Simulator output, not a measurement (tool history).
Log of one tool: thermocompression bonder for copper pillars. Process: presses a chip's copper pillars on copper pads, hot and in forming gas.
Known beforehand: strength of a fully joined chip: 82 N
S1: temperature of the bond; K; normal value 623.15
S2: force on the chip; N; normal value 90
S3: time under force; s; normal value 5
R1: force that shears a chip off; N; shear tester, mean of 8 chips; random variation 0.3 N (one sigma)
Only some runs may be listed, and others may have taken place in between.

| run | hour | S1 | S2 | S3 | R1 |
|---|---|---|---|---|---|
| 1 | 0 | 623.15 | 90 | 5 | 35.2 |
|  | 2.1 | forming gas filter changed |
| 2 | 12.2 | 623.15 | 90 | 5 | 38.3 |
| 3 | 22.4 | 623.15 | 94 | 5 | 39.3 |
| 4 | 29.5 | 623.15 | 90 | 5 | 38.2 |
| 5 | 41.6 | 623.15 | 90 | 5 | 37.6 |
| 6 | 55 | 623.15 | 90 | 3 | 31.3 |
| 7 | 64.9 | 623.15 | 90 | 3 | 31.5 |
| 8 | 73.8 | 623.15 | 124 | 3 | 38.6 |
| 9 | 84.4 | 623.15 | 119 | 5 | 45 |
| 10 | 92.6 | 623.15 | 61 | 5 | 28.5 |
| 11 | 100.6 | 623.15 | 61 | 5 | 28 |
| 12 | 117.3 | 623.15 | 94 | 5 | 37.9 |
| 13 | 127.6 | 623.15 | 94 | 5 | 37.6 |
| 14 | 138.7 | 623.15 | 94 | 5 | 38.2 |
| 15 | 146.6 | 623.15 | 94 | 5 | 37.8 |
| 16 | 156.1 | 623.15 | 94 | 5 | 37.6 |

Estimate the outcome of run 17 from the log above:
| 17 | 172.4 | 633.15 | 108 | 10 | ? |

{"run 17": {"R1": 53.5}}
On a tool with no hidden condition, and with the same random variation, this run would have come out at R1 55.1 N.

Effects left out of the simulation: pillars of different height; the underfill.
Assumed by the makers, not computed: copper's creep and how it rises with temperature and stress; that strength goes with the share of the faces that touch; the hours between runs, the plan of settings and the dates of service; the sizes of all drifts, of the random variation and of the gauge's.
